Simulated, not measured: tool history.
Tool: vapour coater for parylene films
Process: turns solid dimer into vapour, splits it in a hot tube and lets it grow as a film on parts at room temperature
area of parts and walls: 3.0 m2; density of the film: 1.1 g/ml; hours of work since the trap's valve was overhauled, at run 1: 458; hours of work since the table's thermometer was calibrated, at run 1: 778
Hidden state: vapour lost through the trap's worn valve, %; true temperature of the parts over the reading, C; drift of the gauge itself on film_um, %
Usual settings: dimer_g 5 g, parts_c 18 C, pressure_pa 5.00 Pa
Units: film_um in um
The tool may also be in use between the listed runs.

run,hour,dimer_g,parts_c,pressure_pa,hours of work since the trap's valve was overhauled,hours of work since the table's thermometer was calibrated,film_um
1,0.0,5,18,5.00,458,778,0.902
2,25.5,5,18,5.00,476,796,0.895
3,43.5,5,18,5.00,488,808,0.888
4,72.2,5,22,5.00,508,828,0.756
5,93.8,5,22,5.00,524,844,0.742
6,114.9,5,18,5.00,538,858,0.888
7,139.4,5,12,5.00,556,876,1.162
8,152.9,5,12,5.00,565,885,1.156
9,168.6,5,12,5.00,576,896,1.167
10,185.4,5,12,5.00,588,908,1.149
11,198.2,5,12,5.00,597,917,1.141
12,225.9,5,12,5.00,616,936,1.146
13,242.8,3,18,5.00,628,948,0.529
# hour 251.6: trap's valve overhauled
14,270.7,5,18,2.50,13,965,1.018
15,295.7,5,18,2.50,31,983,1.012
16,307.9,5,18,2.50,40,991,1.028
17,329.6,5,18,2.50,55,1006,1.016
18,344.1,5,18,2.50,65,1017,1.009
19,371.1,3,10,2.50,84,1036,0.867
20,387.0,3,10,2.50,95,1047,0.862
21,399.3,3,10,2.50,104,1055,0.868
22,426.6,3,10,2.50,123,1075,0.867
23,449.4,5,19,5.00,139,1090,0.887
24,472.9,6,11,4.40,155,1107,1.536
25,486.5,6,11,4.40,165,1117,1.545
26,501.3,8,30,4.40,175,1127,0.878
27,518.0,5,18,8.11,187,1139,0.883
28,542.7,7,18,8.11,204,1156,1.238
29,566.7,3,18,3.16,221,1173,0.569
30,591.9,5,18,4.45,239,1191,0.934
31,614.1,2,18,5.97,255,1206,0.373
32,637.1,6,14,3.52,271,1222,1.355
33,652.9,3,10,3.52,282,1233,0.809
34,675.6,6,16,5.87,298,1249,1.173
35,690.0,5,18,5.58,308,1259,0.906

Hidden state at the last listed run before each entry between runs and at the first one after, where it differs:
Between runs 13 and 14: trap's valve overhauled (hour 251.6)
  vapour lost through the trap's worn valve, %: 8.1 -> 0.4
  measured less the result without the state, film_um: -0.050 -> -0.011 um
